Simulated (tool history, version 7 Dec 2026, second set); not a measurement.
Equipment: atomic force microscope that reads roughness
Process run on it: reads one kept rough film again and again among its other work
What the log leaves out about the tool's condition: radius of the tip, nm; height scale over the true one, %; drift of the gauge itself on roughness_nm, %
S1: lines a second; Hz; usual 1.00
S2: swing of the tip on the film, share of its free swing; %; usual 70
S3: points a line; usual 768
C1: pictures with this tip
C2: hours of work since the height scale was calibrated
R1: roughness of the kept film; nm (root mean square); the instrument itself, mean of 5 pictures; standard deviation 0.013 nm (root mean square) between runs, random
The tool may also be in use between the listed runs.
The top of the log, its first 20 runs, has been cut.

Run 21, hour 191.6: usual settings but S1 1.45 Hz, S3 824; C1 234; C2 111. Result: R1 1.655 nm (root mean square).
Run 22, hour 199.0: usual settings but S1 1.31 Hz, S3 583; C1 240; C2 114. Result: R1 1.638 nm (root mean square).
Run 23, hour 207.4: usual settings but S1 0.93 Hz, S2 78 %, S3 748; C1 246; C2 117. Result: R1 1.626 nm (root mean square).
Run 24, hour 220.6: usual settings but S1 3.99 Hz, S2 57 %, S3 294; C1 256; C2 123. Result: R1 1.532 nm (root mean square).
Run 25, hour 233.1: usual settings but S1 0.73 Hz, S2 59 %, S3 294; C1 265; C2 128. Result: R1 1.547 nm (root mean square).
Run 26, hour 245.7: usual settings but S1 0.73 Hz, S2 59 %, S3 294; C1 275; C2 133. Result: R1 1.517 nm (root mean square).
Run 27, hour 257.0: usual settings but S1 0.73 Hz, S2 68 %, S3 294; C1 283; C2 138. Result: R1 1.498 nm (root mean square).
At hour 260.5: new tip fitted.
Run 28, hour 266.8: usual settings but S2 83 %, S3 695; C1 4; C2 142. Result: R1 2.861 nm (root mean square).
Run 29, hour 279.9: usual settings but S2 58 %, S3 905; C1 14; C2 148. Result: R1 2.832 nm (root mean square).
Run 30, hour 292.7: usual settings but S2 58 %, S3 905; C1 24; C2 153. Result: R1 2.780 nm (root mean square).
Run 31, hour 299.2: usual settings but S1 2.94 Hz, S3 450; C1 28; C2 156. Result: R1 2.574 nm (root mean square).
Run 32, hour 304.6: usual settings but S1 2.98 Hz, S2 65 %, S3 450; C1 32; C2 158. Result: R1 2.570 nm (root mean square).
Run 33, hour 315.3: usual settings but S1 1.06 Hz, S2 58 %, S3 406; C1 40; C2 163. Result: R1 2.606 nm (root mean square).
Run 34, hour 328.4: usual settings but S1 2.30 Hz, S2 71 %, S3 494; C1 50; C2 168. Result: R1 2.416 nm (root mean square).
Run 35, hour 334.9: usual settings but S1 2.12 Hz, S3 898; C1 55; C2 171. Result: R1 2.442 nm (root mean square).
Run 36, hour 341.4: usual settings but S1 2.19 Hz, S2 59 %, S3 647; C1 60; C2 174. Result: R1 2.430 nm (root mean square).

5 ways to go on from here, each from the tool as it stands after run 36. What would each give?
Run A, hour 349.2: usual settings but S2 56 %; C1 66; C2 177. Result: R1 ?.
Run B, hour 349.2: usual settings but S1 0.72 Hz, S2 69 %, S3 428; C1 66; C2 177. Result: R1 ?.
Run C, hour 349.2: usual settings but S2 61 %, S3 420; C1 66; C2 177. Result: R1 ?.
Run D, hour 349.2: usual settings but S1 2.19 Hz, S2 59 %, S3 356; C1 66; C2 177. Result: R1 ?.
Run E, hour 349.2: usual settings but S3 682; C1 66; C2 177. Result: R1 ?.

run     R1
  A  2.428
  B  2.418
  C  2.399
  D  2.371
  E  2.402
With the hidden condition removed and each run's random variation left untouched, the same runs would have given:
run     R1
  A  2.991
  B  2.978
  C  2.955
  D  2.920
  E  2.958
